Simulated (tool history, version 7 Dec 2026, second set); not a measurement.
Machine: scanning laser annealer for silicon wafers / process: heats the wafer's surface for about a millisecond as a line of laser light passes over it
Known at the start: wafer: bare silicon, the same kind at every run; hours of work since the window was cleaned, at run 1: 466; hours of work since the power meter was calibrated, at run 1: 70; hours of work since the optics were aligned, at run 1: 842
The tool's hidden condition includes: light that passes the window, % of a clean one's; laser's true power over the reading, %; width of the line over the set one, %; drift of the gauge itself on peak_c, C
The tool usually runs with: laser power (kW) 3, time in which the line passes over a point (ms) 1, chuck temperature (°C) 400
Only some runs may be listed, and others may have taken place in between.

| run | hour | laser power (kW) | time in which the line passes over a point (ms) | chuck temperature (°C) | hours of work since the window was cleaned | hours of work since the power meter was calibrated | hours of work since the optics were aligned | highest temperature of the surface (°C) |
|---|---|---|---|---|---|---|---|---|
| 1 | 0 | 3 | 1 | 400 | 466 | 70 | 842 | 1089 |
| 2 | 8.5 | 2.807 | 1 | 400 | 471 | 75 | 847 | 1046 |
| 3 | 14.8 | 2.807 | 1 | 400 | 474 | 78 | 851 | 1048 |
| 4 | 25.2 | 2.807 | 1 | 400 | 480 | 84 | 857 | 1044 |
| 5 | 30.1 | 2.807 | 1 | 400 | 483 | 87 | 860 | 1047 |
| 6 | 38.1 | 2.807 | 1 | 400 | 488 | 92 | 864 | 1045 |
| 7 | 45.3 | 2.911 | 0.93 | 360 | 492 | 96 | 868 | 1007 |
| 8 | 56.8 | 2.78 | 1.13 | 420 | 499 | 102 | 875 | 1105 |
| 9 | 65.2 | 2.651 | 0.85 | 363 | 503 | 107 | 880 | 920 |
| 10 | 76.5 | 2.836 | 0.86 | 391 | 510 | 114 | 886 | 988 |
| 11 | 86.3 | 2.957 | 0.92 | 363 | 515 | 119 | 892 | 1011 |
| 12 | 91.9 | 3.261 | 0.96 | 377 | 519 | 123 | 895 | 1111 |

Branching from run 12: 3 alternative next runs. What would each branch give?
| A | 102.4 | 3 | 1.18 | 419 | 525 | 129 | 901 | ? |
| B | 102.4 | 3.261 | 0.96 | 403 | 525 | 129 | 901 | ? |
| C | 102.4 | 2.573 | 1 | 368 | 525 | 129 | 901 | ? |

| run | highest temperature of the surface (°C) |
|---|---|
| A | 1177 |
| B | 1135 |
| C | 953 |
Without the tool's hidden state the same runs would have given:
| run | highest temperature of the surface (°C) |
|---|---|
| A | 1218 |
| B | 1176 |
| C | 986 |

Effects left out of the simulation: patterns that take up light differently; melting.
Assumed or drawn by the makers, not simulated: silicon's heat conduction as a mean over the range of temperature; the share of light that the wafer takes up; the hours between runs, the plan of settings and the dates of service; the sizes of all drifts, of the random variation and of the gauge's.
